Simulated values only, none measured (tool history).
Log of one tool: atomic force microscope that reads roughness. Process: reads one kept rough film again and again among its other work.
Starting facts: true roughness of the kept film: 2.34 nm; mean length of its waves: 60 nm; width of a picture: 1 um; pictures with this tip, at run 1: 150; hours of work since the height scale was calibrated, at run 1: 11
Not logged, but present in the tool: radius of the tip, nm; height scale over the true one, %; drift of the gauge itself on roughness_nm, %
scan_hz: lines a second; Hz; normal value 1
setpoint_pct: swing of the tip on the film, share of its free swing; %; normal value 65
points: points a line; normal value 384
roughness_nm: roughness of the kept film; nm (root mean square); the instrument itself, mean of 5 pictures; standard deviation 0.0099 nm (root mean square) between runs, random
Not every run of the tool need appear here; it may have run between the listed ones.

| run | day | scan_hz | setpoint_pct | points | pictures with this tip | hours of work since the height scale was calibrated | roughness_nm |
|---|---|---|---|---|---|---|---|
| 1 | 0 | 1 | 65 | 384 | 150 | 11 | 2.222 |
| 2 | 0.238 | 1 | 65 | 384 | 161 | 14 | 2.221 |
| 3 | 0.546 | 1 | 67 | 384 | 174 | 19 | 2.185 |
| 4 | 0.717 | 1 | 67 | 384 | 182 | 21 | 2.2 |
| 5 | 0.912 | 1 | 67 | 384 | 191 | 24 | 2.186 |
| 6 | 1.129 | 1 | 72 | 384 | 201 | 28 | 2.182 |
| 7 | 1.454 | 1 | 72 | 384 | 215 | 32 | 2.177 |
| 8 | 1.629 | 1 | 65 | 384 | 223 | 35 | 2.192 |
| 9 | 1.792 | 1 | 65 | 384 | 230 | 37 | 2.199 |
| 10 | 2 | 1 | 87 | 384 | 240 | 41 | 2.103 |
| 11 | 2.292 | 1 | 87 | 384 | 253 | 45 | 2.111 |
| 12 | 2.575 | 1 | 87 | 384 | 266 | 49 | 2.088 |
| 13 | 2.842 | 1 | 87 | 384 | 278 | 53 | 2.08 |
| 14 | 3.233 | 1.31 | 65 | 384 | 295 | 59 | 2.171 |
| 15 | 3.458 | 1.31 | 65 | 384 | 305 | 62 | 2.159 |
| 16 | 3.775 | 1.31 | 65 | 384 | 319 | 67 | 2.151 |
| 17 | 3.979 | 3.13 | 65 | 384 | 329 | 70 | 2.066 |
| 18 | 4.271 | 3.13 | 65 | 574 | 342 | 74 | 2.084 |
| 19 | 4.438 | 1 | 65 | 384 | 349 | 77 | 2.174 |
|  | 4.733 | new tip fitted |
| 20 | 4.812 | 1 | 65 | 384 | 3 | 82 | 2.25 |
| 21 | 5.075 | 1 | 65 | 384 | 15 | 86 | 2.244 |
| 22 | 5.354 | 1.45 | 65 | 384 | 27 | 90 | 2.228 |
| 23 | 5.658 | 1.45 | 65 | 384 | 41 | 95 | 2.232 |
| 24 | 5.992 | 1.45 | 65 | 384 | 56 | 100 | 2.216 |
| 25 | 6.279 | 1.45 | 65 | 384 | 69 | 104 | 2.229 |
| 26 | 6.45 | 1.45 | 65 | 384 | 77 | 106 | 2.216 |
| 27 | 6.821 | 1.02 | 65 | 384 | 93 | 112 | 2.247 |
| 28 | 7.162 | 1.02 | 65 | 384 | 109 | 117 | 2.237 |
| 29 | 7.454 | 1.02 | 65 | 384 | 122 | 121 | 2.223 |
| 30 | 7.696 | 1 | 74 | 898 | 133 | 125 | 2.202 |
| 31 | 7.925 | 0.96 | 57 | 384 | 143 | 128 | 2.265 |
| 32 | 8.158 | 3.4 | 74 | 286 | 153 | 132 | 2.021 |
| 33 | 8.467 | 0.67 | 68 | 852 | 167 | 136 | 2.235 |
| 34 | 8.775 | 1 | 82 | 470 | 181 | 141 | 2.147 |
| 35 | 8.967 | 2.7 | 65 | 384 | 190 | 144 | 2.133 |
| 36 | 9.238 | 1 | 59 | 384 | 202 | 148 | 2.227 |
| 37 | 9.467 | 1 | 59 | 384 | 212 | 151 | 2.217 |
| 38 | 9.758 | 1.51 | 65 | 819 | 225 | 155 | 2.182 |
| 39 | 9.942 | 1.16 | 88 | 384 | 233 | 158 | 2.075 |
| 40 | 10.308 | 3.74 | 67 | 384 | 250 | 164 | 2.048 |
| 41 | 10.504 | 3.74 | 67 | 384 | 259 | 167 | 2.055 |
| 42 | 10.854 | 0.68 | 76 | 384 | 275 | 172 | 2.193 |
| 43 | 11.054 | 0.68 | 76 | 384 | 283 | 175 | 2.199 |
| 44 | 11.417 | 2.27 | 65 | 276 | 300 | 180 | 2.13 |
| 45 | 11.746 | 2.27 | 65 | 276 | 314 | 185 | 2.149 |
| 46 | 11.917 | 2.27 | 65 | 276 | 322 | 187 | 2.116 |
| 47 | 12.208 | 1.17 | 57 | 514 | 335 | 192 | 2.197 |
| 48 | 12.575 | 0.89 | 65 | 339 | 352 | 197 | 2.19 |
|  | 12.804 | new tip fitted |
| 49 | 12.962 | 1.2 | 64 | 748 | 7 | 203 | 2.27 |
| 50 | 13.229 | 1 | 66 | 384 | 19 | 207 | 2.261 |
| 51 | 13.412 | 1 | 66 | 384 | 27 | 209 | 2.256 |
| 52 | 13.633 | 1.69 | 66 | 384 | 37 | 213 | 2.206 |
| 53 | 13.954 | 0.9 | 65 | 441 | 52 | 217 | 2.25 |
| 54 | 14.133 | 0.81 | 65 | 740 | 60 | 220 | 2.262 |

Here are 3 independent what-if runs from the current tool condition. What would each one return?
| A | 14.521 | 1.27 | 57 | 740 | 77 | 226 | ? |
| B | 14.521 | 3.33 | 65 | 384 | 77 | 226 | ? |
| C | 14.521 | 0.81 | 83 | 615 | 77 | 226 | ? |

| run | roughness_nm |
|---|---|
| A | 2.239 |
| B | 2.134 |
| C | 2.19 |
Had the tool no hidden state, the same runs would have come out as:
| run | roughness_nm |
|---|---|
| A | 2.26 |
| B | 2.154 |
| C | 2.211 |

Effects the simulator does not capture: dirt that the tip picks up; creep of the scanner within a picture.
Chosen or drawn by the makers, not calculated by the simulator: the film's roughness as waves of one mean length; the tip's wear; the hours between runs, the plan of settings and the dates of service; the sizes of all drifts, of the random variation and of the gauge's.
